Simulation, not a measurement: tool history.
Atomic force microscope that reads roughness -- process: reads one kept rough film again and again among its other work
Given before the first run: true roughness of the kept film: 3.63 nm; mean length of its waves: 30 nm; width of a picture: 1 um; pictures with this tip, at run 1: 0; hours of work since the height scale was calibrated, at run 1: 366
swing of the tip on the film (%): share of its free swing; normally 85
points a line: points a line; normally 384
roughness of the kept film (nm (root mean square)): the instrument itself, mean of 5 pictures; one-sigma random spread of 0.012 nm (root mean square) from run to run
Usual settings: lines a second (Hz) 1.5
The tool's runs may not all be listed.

run	hour	lines a second (Hz)	swing of the tip on the film (%)	points a line	pictures with this tip	hours of work since the height scale was calibrated	roughness of the kept film (nm (root mean square))
1	0	1.5	85	384	0	366	2.772
2	42.8	1.5	88	384	65	389	2.581
3	85.7	1.5	59	384	130	412	2.793
4	132.1	1.5	59	384	201	436	2.71
5	191.2	1.5	59	384	290	468	2.519
6	230.7	1.5	59	384	350	489	2.436
# hour 240.3: new tip fitted
7	257.1	1.5	85	384	26	502	2.695
8	293.1	1.5	85	384	80	521	2.583
9	343.6	1.5	85	384	157	548	2.453
10	377.6	1.5	85	384	209	566	2.39
11	434.6	1.5	85	384	295	596	2.282
12	461.4	1.5	85	384	336	611	2.223
# hour 484.7: new tip fitted
13	497.1	1.5	85	384	18	629	2.732
14	524.1	1.5	85	384	60	644	2.636
15	553	1.5	85	384	103	659	2.559
16	577.3	1.5	85	384	140	672	2.477

Estimate the outcome of run 17 from the log above:
17	606.2	1.1	75	384	184	687	?

roughness of the kept film (nm (root mean square)): 2.614
Without the tool's hidden state the same run would have given roughness of the kept film (nm (root mean square)) 3.037.

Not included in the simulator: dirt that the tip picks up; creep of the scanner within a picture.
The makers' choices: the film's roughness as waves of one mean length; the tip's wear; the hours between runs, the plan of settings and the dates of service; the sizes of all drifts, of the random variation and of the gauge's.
